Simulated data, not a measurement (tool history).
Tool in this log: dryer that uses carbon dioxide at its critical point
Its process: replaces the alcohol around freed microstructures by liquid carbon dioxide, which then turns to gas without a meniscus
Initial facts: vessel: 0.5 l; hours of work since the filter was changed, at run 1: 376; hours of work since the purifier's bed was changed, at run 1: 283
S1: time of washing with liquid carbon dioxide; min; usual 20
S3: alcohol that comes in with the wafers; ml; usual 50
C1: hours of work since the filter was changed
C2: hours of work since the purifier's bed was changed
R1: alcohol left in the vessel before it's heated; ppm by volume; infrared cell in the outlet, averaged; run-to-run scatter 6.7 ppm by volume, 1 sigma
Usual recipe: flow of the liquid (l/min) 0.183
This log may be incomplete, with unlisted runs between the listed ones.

{"run": 1, "day": 0.0, "S1": 20, "flow of the liquid (l/min)": 0.183, "S3": 50, "C1": 376, "C2": 283, "R1": 609}
{"run": 2, "day": 0.558, "S1": 20, "flow of the liquid (l/min)": 0.183, "S3": 50, "C1": 382, "C2": 289, "R1": 591}
{"run": 3, "day": 0.896, "S1": 20, "flow of the liquid (l/min)": 0.183, "S3": 50, "C1": 385, "C2": 292, "R1": 589}
{"run": 4, "day": 1.212, "S1": 20, "flow of the liquid (l/min)": 0.183, "S3": 41, "C1": 388, "C2": 295, "R1": 497}
{"run": 5, "day": 1.738, "S1": 20, "flow of the liquid (l/min)": 0.137, "S3": 50, "C1": 394, "C2": 301, "R1": 2361}
{"run": 6, "day": 2.496, "S1": 20, "flow of the liquid (l/min)": 0.137, "S3": 50, "C1": 401, "C2": 308, "R1": 2358}
{"run": 7, "day": 3.267, "S1": 20, "flow of the liquid (l/min)": 0.183, "S3": 23, "C1": 409, "C2": 316, "R1": 301}
{"run": 8, "day": 4.017, "S1": 20, "flow of the liquid (l/min)": 0.183, "S3": 50, "C1": 417, "C2": 324, "R1": 621}
{"run": 9, "day": 4.588, "S1": 20, "flow of the liquid (l/min)": 0.183, "S3": 50, "C1": 423, "C2": 329, "R1": 640}
{"run": 10, "day": 5.321, "S1": 20, "flow of the liquid (l/min)": 0.183, "S3": 24, "C1": 430, "C2": 337, "R1": 315}
{"run": 11, "day": 6.033, "S1": 20, "flow of the liquid (l/min)": 0.183, "S3": 52, "C1": 437, "C2": 344, "R1": 671}
{"run": 12, "day": 6.533, "S1": 20, "flow of the liquid (l/min)": 0.183, "S3": 52, "C1": 442, "C2": 349, "R1": 702}
{"run": 13, "day": 7.088, "S1": 20, "flow of the liquid (l/min)": 0.183, "S3": 52, "C1": 448, "C2": 355, "R1": 682}
{"run": 14, "day": 7.417, "S1": 20, "flow of the liquid (l/min)": 0.183, "S3": 52, "C1": 451, "C2": 358, "R1": 698}
{"run": 15, "day": 7.85, "S1": 20, "flow of the liquid (l/min)": 0.183, "S3": 52, "C1": 455, "C2": 362, "R1": 712}
{"run": 16, "day": 8.638, "S1": 20, "flow of the liquid (l/min)": 0.183, "S3": 50, "C1": 463, "C2": 370, "R1": 709}
{"run": 17, "day": 9.046, "S1": 20, "flow of the liquid (l/min)": 0.183, "S3": 50, "C1": 468, "C2": 374, "R1": 682}
{"run": 18, "day": 9.492, "S1": 20, "flow of the liquid (l/min)": 0.183, "S3": 50, "C1": 472, "C2": 379, "R1": 719}
{"run": 19, "day": 9.975, "S1": 20, "flow of the liquid (l/min)": 0.183, "S3": 50, "C1": 477, "C2": 384, "R1": 690}
{"run": 20, "day": 10.354, "S1": 20, "flow of the liquid (l/min)": 0.183, "S3": 50, "C1": 481, "C2": 388, "R1": 696}
{"run": 21, "day": 10.671, "S1": 20, "flow of the liquid (l/min)": 0.183, "S3": 50, "C1": 484, "C2": 391, "R1": 716}
{"run": 22, "day": 11.2, "S1": 20, "flow of the liquid (l/min)": 0.183, "S3": 50, "C1": 489, "C2": 396, "R1": 721}
{"run": 23, "day": 11.925, "S1": 20, "flow of the liquid (l/min)": 0.183, "S3": 50, "C1": 497, "C2": 403, "R1": 733}
{"run": 24, "day": 12.688, "S1": 20, "flow of the liquid (l/min)": 0.183, "S3": 50, "C1": 504, "C2": 411, "R1": 722}
{"run": 25, "day": 13.338, "S1": 21, "flow of the liquid (l/min)": 0.195, "S3": 50, "C1": 511, "C2": 418, "R1": 411}
{"run": 26, "day": 14.038, "S1": 20, "flow of the liquid (l/min)": 0.183, "S3": 40, "C1": 518, "C2": 425, "R1": 610}
{"run": 27, "day": 14.662, "S1": 19, "flow of the liquid (l/min)": 0.291, "S3": 37, "C1": 524, "C2": 431, "R1": 77}
{"run": 28, "day": 15.204, "S1": 19, "flow of the liquid (l/min)": 0.149, "S3": 39, "C1": 530, "C2": 437, "R1": 1852}
{"run": 29, "day": 15.738, "S1": 21, "flow of the liquid (l/min)": 0.183, "S3": 41, "C1": 535, "C2": 442, "R1": 515}
{"day": 16.238, "done": "inlet filter changed"}
{"run": 30, "day": 16.238, "S1": 23, "flow of the liquid (l/min)": 0.214, "S3": 50, "C1": 0, "C2": 447, "R1": 78}
{"run": 31, "day": 16.704, "S1": 27, "flow of the liquid (l/min)": 0.269, "S3": 33, "C1": 5, "C2": 451, "R1": 44}
{"run": 32, "day": 17.308, "S1": 20, "flow of the liquid (l/min)": 0.183, "S3": 35, "C1": 11, "C2": 457, "R1": 268}
{"run": 33, "day": 17.775, "S1": 22, "flow of the liquid (l/min)": 0.281, "S3": 43, "C1": 16, "C2": 462, "R1": 57}
{"run": 34, "day": 18.329, "S1": 23, "flow of the liquid (l/min)": 0.183, "S3": 58, "C1": 21, "C2": 468, "R1": 196}
{"run": 35, "day": 19.046, "S1": 20, "flow of the liquid (l/min)": 0.209, "S3": 27, "C1": 28, "C2": 475, "R1": 116}
{"run": 36, "day": 19.412, "S1": 20, "flow of the liquid (l/min)": 0.209, "S3": 27, "C1": 32, "C2": 479, "R1": 117}
{"run": 37, "day": 19.779, "S1": 12, "flow of the liquid (l/min)": 0.183, "S3": 67, "C1": 36, "C2": 482, "R1": 4363}

For run 38, what comes out?
{"run": 38, "day": 20.421, "S1": 12, "flow of the liquid (l/min)": 0.183, "S3": 67, "C1": 42, "C2": 489, "R1": "?"}

R1: 4236 ppm by volume
The same run, on a tool lacking any hidden state, would have yielded R1 3966 ppm by volume.
